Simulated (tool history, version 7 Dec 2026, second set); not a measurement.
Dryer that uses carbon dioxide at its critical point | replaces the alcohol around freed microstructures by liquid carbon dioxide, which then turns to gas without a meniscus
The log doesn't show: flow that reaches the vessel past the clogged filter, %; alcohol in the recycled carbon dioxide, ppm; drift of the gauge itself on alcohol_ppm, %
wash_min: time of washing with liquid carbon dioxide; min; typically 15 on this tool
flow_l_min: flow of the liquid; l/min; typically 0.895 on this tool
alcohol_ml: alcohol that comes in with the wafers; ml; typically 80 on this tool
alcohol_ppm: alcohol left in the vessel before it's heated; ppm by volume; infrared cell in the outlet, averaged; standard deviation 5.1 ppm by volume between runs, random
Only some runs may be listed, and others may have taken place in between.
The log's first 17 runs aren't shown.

run,hour,wash_min,flow_l_min,alcohol_ml,hours of work since the filter was changed,hours of work since the purifier's bed was changed,alcohol_ppm
18,245.3,15,0.895,80,68,240,151
19,262.4,15,0.895,80,75,246,155
20,279.9,12,0.895,80,82,253,352
21,301.1,15,0.895,80,91,262,165
22,319.5,15,0.895,80,98,269,168
23,330.2,15,0.895,25,102,273,109
24,347.2,15,0.895,25,109,280,107
25,362.6,14,1.456,22,115,286,97

For run 26, what comes out?
26,376.5,14,0.668,80,120,292,?

alcohol_ppm: 642 ppm by volume
On a tool with no hidden condition, and with the same random variation, this run would have come out at alcohol_ppm 425 ppm by volume.
